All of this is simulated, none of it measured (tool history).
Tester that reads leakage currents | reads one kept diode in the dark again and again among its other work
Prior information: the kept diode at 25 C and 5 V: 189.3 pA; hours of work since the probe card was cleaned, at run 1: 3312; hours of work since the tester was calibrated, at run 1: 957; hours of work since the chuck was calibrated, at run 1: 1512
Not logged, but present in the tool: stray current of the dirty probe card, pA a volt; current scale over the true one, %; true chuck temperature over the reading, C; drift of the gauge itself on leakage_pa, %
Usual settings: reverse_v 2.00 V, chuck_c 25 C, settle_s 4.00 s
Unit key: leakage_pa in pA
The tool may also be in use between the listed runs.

run    hour  reverse_v  chuck_c  settle_s  hours of work since the probe card was cleaned  hours of work since the tester was calibrated  hours of work since the chuck was calibrated  leakage_pa
  1     0.0       2.00       25      4.00                                            3312                                            957                                          1512      130.03
  2   205.4       2.00       25      4.00                                            3449                                           1095                                          1650      129.99
  3   345.6       2.00       25      4.00                                            3543                                           1189                                          1744      131.11
  4   601.2       2.00       25      4.00                                            3715                                           1361                                          1916      132.56
  5   859.6       7.05       25      4.00                                            3888                                           1534                                          2089      260.45
      882.1  -- probe card cleaned and baked
  6  1029.9       7.05       25      0.89                                              99                                           1646                                          2201      249.88
  7  1232.4       2.00       23      4.00                                             235                                           1782                                          2337      109.62
     1254.8  -- chuck's temperature calibrated
  8  1404.2       2.00       23      4.00                                             349                                           1896                                           100      112.24
  9  1527.2       2.00       25      2.30                                             432                                           1979                                           183      135.02
 10  1757.2       3.00       25      4.00                                             586                                           2133                                           337      167.21
 11  1903.2       3.00       25      4.00                                             684                                           2231                                           435      168.07
 12  2094.3       2.00       25      4.00                                             812                                           2359                                           563      137.66
     2199.6  -- chuck's temperature calibrated, once more
 13  2314.8       2.00       25      4.00                                             959                                           2506                                            77      119.04
 14  2580.9       2.00       25      4.00                                            1137                                           2684                                           256      120.35
 15  2838.8       2.00       51      4.00                                            1310                                           2857                                           429     1052.18
 16  3107.0       2.00       25      5.87                                            1490                                           3037                                           609      122.18
 17  3376.9       5.61       25      5.87                                            1671                                           3218                                           790      209.69
 18  3654.0      19.87       25      0.33                                            1857                                           3404                                           976      429.61
 19  3926.8      19.87       25      0.33                                            2040                                           3587                                          1159      435.21
 20  4094.6       2.00       40      3.14                                            2153                                           3700                                          1271      454.53
 21  4218.1       2.00       40      3.14                                            2236                                           3783                                          1354      453.02
 22  4459.3       2.00       40      3.14                                            2398                                           3945                                          1516      458.35
 23  4666.6       9.18       25      3.58                                            2537                                           4084                                          1655      285.73
 24  4942.6       9.18       25      3.58                                            2722                                           4269                                          1840      287.02
 25  5096.0       2.00       30      4.00                                            2825                                           4372                                          1943      200.67
 26  5275.7      18.56       55      1.52                                            2945                                           4492                                          2064     4725.51
 27  5395.4       6.55       38      2.86                                            3026                                           4573                                          2144      730.24
 28  5658.8       6.55       38      2.86                                            3202                                           4749                                          2321      740.14
     5695.2  -- chuck's temperature calibrated
 29  5938.9       6.55       38      2.86                                            3389                                           4936                                           164      672.90
     6184.0  -- tester calibrated
 30  6184.0       6.55       38      2.86                                            3552                                              0                                           327      699.50
 31  6395.5       6.55       38      2.86                                            3694                                            142                                           468      704.57

Same runs, no hidden state in the tool, same run-to-run variation:
run  leakage_pa
  1      119.03
  2      118.27
  3      118.70
  4      119.05
  5      226.57
  6      227.91
  7       99.13
  8       98.93
  9      118.82
 10      145.84
 11      145.96
 12      118.92
 13      118.73
 14      118.94
 15     1045.31
 16      118.80
 17      200.40
 18      399.76
 19      400.36
 20      436.04
 21      433.27
 22      435.53
 23      258.74
 24      257.31
 25      185.17
 26     4435.62
 27      672.03
 28      676.21
 29      674.73
 30      677.93
 31      678.84

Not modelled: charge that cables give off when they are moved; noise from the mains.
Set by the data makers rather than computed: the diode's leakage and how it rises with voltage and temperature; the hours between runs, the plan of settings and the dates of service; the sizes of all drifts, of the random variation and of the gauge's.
